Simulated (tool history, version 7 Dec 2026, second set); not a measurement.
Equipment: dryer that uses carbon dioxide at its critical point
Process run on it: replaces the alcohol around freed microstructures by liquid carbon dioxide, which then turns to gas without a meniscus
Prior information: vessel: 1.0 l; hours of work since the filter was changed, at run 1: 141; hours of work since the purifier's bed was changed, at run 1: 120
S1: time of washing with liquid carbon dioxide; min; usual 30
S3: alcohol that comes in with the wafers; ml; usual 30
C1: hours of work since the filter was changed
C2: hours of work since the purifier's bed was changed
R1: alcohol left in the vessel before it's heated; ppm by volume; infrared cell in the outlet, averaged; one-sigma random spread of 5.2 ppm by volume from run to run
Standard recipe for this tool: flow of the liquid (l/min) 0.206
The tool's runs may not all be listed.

{"run": 1, "hour": 0.0, "S1": 30, "flow of the liquid (l/min)": 0.206, "S3": 30, "C1": 141, "C2": 120, "R1": 174}
{"run": 2, "hour": 5.4, "S1": 30, "flow of the liquid (l/min)": 0.206, "S3": 30, "C1": 145, "C2": 124, "R1": 171}
{"run": 3, "hour": 10.8, "S1": 30, "flow of the liquid (l/min)": 0.206, "S3": 30, "C1": 149, "C2": 128, "R1": 183}
{"run": 4, "hour": 16.8, "S1": 30, "flow of the liquid (l/min)": 0.206, "S3": 30, "C1": 153, "C2": 132, "R1": 179}
{"run": 5, "hour": 27.2, "S1": 30, "flow of the liquid (l/min)": 0.206, "S3": 30, "C1": 161, "C2": 140, "R1": 186}
{"run": 6, "hour": 32.0, "S1": 30, "flow of the liquid (l/min)": 0.206, "S3": 30, "C1": 164, "C2": 143, "R1": 191}
{"hour": 41.1, "done": "inlet filter changed"}
{"run": 7, "hour": 41.1, "S1": 30, "flow of the liquid (l/min)": 0.206, "S3": 113, "C1": 0, "C2": 149, "R1": 380}
{"run": 8, "hour": 46.1, "S1": 30, "flow of the liquid (l/min)": 0.206, "S3": 30, "C1": 4, "C2": 153, "R1": 131}
{"run": 9, "hour": 55.4, "S1": 30, "flow of the liquid (l/min)": 0.206, "S3": 30, "C1": 10, "C2": 159, "R1": 140}
{"run": 10, "hour": 67.0, "S1": 30, "flow of the liquid (l/min)": 0.206, "S3": 106, "C1": 19, "C2": 168, "R1": 371}
{"run": 11, "hour": 72.5, "S1": 30, "flow of the liquid (l/min)": 0.206, "S3": 30, "C1": 23, "C2": 172, "R1": 144}
{"run": 12, "hour": 79.7, "S1": 30, "flow of the liquid (l/min)": 0.206, "S3": 30, "C1": 28, "C2": 177, "R1": 161}
{"run": 13, "hour": 89.7, "S1": 30, "flow of the liquid (l/min)": 0.206, "S3": 30, "C1": 35, "C2": 184, "R1": 146}
{"run": 14, "hour": 95.6, "S1": 29, "flow of the liquid (l/min)": 0.167, "S3": 30, "C1": 40, "C2": 189, "R1": 382}
{"run": 15, "hour": 100.3, "S1": 21, "flow of the liquid (l/min)": 0.206, "S3": 30, "C1": 43, "C2": 192, "R1": 615}
{"run": 16, "hour": 105.1, "S1": 21, "flow of the liquid (l/min)": 0.206, "S3": 30, "C1": 46, "C2": 195, "R1": 623}
{"run": 17, "hour": 111.8, "S1": 30, "flow of the liquid (l/min)": 0.144, "S3": 54, "C1": 51, "C2": 200, "R1": 1021}
{"run": 18, "hour": 123.2, "S1": 30, "flow of the liquid (l/min)": 0.144, "S3": 54, "C1": 60, "C2": 209, "R1": 1036}
{"run": 19, "hour": 129.8, "S1": 30, "flow of the liquid (l/min)": 0.188, "S3": 30, "C1": 64, "C2": 213, "R1": 237}
{"run": 20, "hour": 137.1, "S1": 30, "flow of the liquid (l/min)": 0.188, "S3": 30, "C1": 70, "C2": 219, "R1": 230}
{"run": 21, "hour": 142.3, "S1": 30, "flow of the liquid (l/min)": 0.188, "S3": 30, "C1": 74, "C2": 223, "R1": 250}
{"run": 22, "hour": 149.6, "S1": 30, "flow of the liquid (l/min)": 0.293, "S3": 35, "C1": 79, "C2": 228, "R1": 79}
{"run": 23, "hour": 154.7, "S1": 30, "flow of the liquid (l/min)": 0.293, "S3": 35, "C1": 82, "C2": 231, "R1": 85}
{"run": 24, "hour": 164.1, "S1": 30, "flow of the liquid (l/min)": 0.293, "S3": 35, "C1": 89, "C2": 238, "R1": 92}
{"run": 25, "hour": 173.1, "S1": 27, "flow of the liquid (l/min)": 0.197, "S3": 30, "C1": 96, "C2": 245, "R1": 334}
{"run": 26, "hour": 178.1, "S1": 30, "flow of the liquid (l/min)": 0.179, "S3": 43, "C1": 100, "C2": 249, "R1": 416}

Below are 5 alternative next runs, each starting from the tool's condition after run 26. Predict each:
{"run": "A", "hour": 184.6, "S1": 21, "flow of the liquid (l/min)": 0.256, "S3": 37, "C1": 104, "C2": 253, "R1": "?"}
{"run": "B", "hour": 184.6, "S1": 35, "flow of the liquid (l/min)": 0.179, "S3": 43, "C1": 104, "C2": 253, "R1": "?"}
{"run": "C", "hour": 184.6, "S1": 30, "flow of the liquid (l/min)": 0.159, "S3": 30, "C1": 104, "C2": 253, "R1": "?"}
{"run": "D", "hour": 184.6, "S1": 22, "flow of the liquid (l/min)": 0.256, "S3": 88, "C1": 104, "C2": 253, "R1": "?"}
{"run": "E", "hour": 184.6, "S1": 26, "flow of the liquid (l/min)": 0.292, "S3": 33, "C1": 104, "C2": 253, "R1": "?"}

run=A R1=394
run=B R1=226
run=C R1=467
run=D R1=676
run=E R1=130
The same runs, with their run-to-run variation unchanged, on a tool lacking any hidden condition would have given:
run=A R1=229
run=B R1=103
run=C R1=290
run=D R1=422
run=E R1=40
